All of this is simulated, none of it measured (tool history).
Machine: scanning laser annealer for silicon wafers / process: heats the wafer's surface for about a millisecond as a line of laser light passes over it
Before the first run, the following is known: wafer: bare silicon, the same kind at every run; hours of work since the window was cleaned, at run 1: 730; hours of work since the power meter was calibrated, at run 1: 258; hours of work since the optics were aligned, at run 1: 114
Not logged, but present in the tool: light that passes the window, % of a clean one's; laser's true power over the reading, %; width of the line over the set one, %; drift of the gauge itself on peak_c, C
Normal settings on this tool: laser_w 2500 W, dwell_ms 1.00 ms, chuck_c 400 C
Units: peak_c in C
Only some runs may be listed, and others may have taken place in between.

run	day	laser_w	dwell_ms	chuck_c	hours of work since the window was cleaned	hours of work since the power meter was calibrated	hours of work since the optics were aligned	peak_c
1	0.000	2500	1.00	400	730	258	114	1099
2	1.229	2500	0.93	400	742	270	126	1067
3	3.583	2724	1.00	400	765	293	149	1170
4	5.104	2715	1.00	400	779	307	163	1168
5	7.629	2715	1.00	400	804	332	188	1166
6	8.862	2500	1.00	400	815	344	200	1097
7	10.100	2739	1.00	400	827	356	212	1170
8	12.533	2739	1.00	400	851	379	235	1172
9	13.875	2500	1.09	400	864	392	248	1131
10	15.846	2500	0.79	400	883	411	267	1006
11	17.729	2500	0.79	400	901	429	285	1006
12	19.800	2500	1.00	367	921	449	305	1064
# day 20.312: window over the wafer cleaned
13	21.212	2500	1.00	367	9	462	318	1081
14	22.588	2500	1.00	367	22	475	331	1081
15	24.108	2500	1.10	400	37	490	346	1153
16	26.562	2500	1.10	400	60	513	369	1156

Estimate the outcome of run 17 from the log above:
17	28.975	2500	1.10	400	83	536	392	?

{"run 17": {"peak_c": 1153}}
Take away the tool's hidden state, keep the run-to-run variation as it was, and the same run would have given peak_c 1157 C.
